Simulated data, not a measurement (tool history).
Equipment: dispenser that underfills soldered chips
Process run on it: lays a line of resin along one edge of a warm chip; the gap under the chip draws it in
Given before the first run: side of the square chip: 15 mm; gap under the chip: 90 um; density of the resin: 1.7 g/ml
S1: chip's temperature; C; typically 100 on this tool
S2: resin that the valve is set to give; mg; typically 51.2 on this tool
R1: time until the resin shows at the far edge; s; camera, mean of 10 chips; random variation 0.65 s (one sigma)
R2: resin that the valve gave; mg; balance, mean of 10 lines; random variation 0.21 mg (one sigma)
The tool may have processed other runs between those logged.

run,hour,S1,S2,R1,R2
1,0,100,51.2,67.2,47.31
2,3.7,100,51.2,79.7,47.05
# hour 5.6: new syringe of resin
3,10.8,100,51.2,72.7,46.9
# hour 14.6: new syringe of resin
4,16.5,100,51.2,63.5,46.51
5,19.3,100,51.2,72.6,46.99
# hour 23.7: new syringe of resin
6,23.7,100,51.2,58.3,46.38
7,26.8,104,51.2,56.3,46.23
# hour 32.6: new syringe of resin
8,32.6,100,55.1,57.1,49.87
9,35.4,100,55.1,63.8,49.6
10,40,100,55.1,78.7,49.53
# hour 41.7: new syringe of resin
11,46.8,102,57.4,64.4,51.06
12,50.2,102,57.4,75.3,50.87
# hour 50.8: new syringe of resin
13,56,100,44.3,75.5,39.51
# hour 59.9: new syringe of resin
14,62,91,44.5,101.1,39.37
# hour 68.9: new syringe of resin
15,69.2,104,47.6,49.2,41.72
# hour 72.3: dispensing valve cleaned and set on the balance
16,74.9,104,47.6,60,47.4
# hour 78.9: new syringe of resin
17,79.2,107,48.1,41.8,47.99
18,86,99,46,83.4,45.33
# hour 87.9: new syringe of resin
19,92.3,99,46,75.8,45.37

4 options for the next run, each taken on its own from the tool as it stands now. Forecast them:
A,95.6,99,63.6,?,?
B,95.6,106,50.7,?,?
C,95.6,104,61.1,?,?
D,95.6,97,65.4,?,?

run,R1,R2
A,84.3,62.88
B,61.5,49.44
C,67.7,60.21
D,93.7,64.32
Without the tool's hidden state the same runs would have given:
run,R1,R2
A,59.6,63.73
B,43.3,50.11
C,48,61.03
D,66.4,65.19
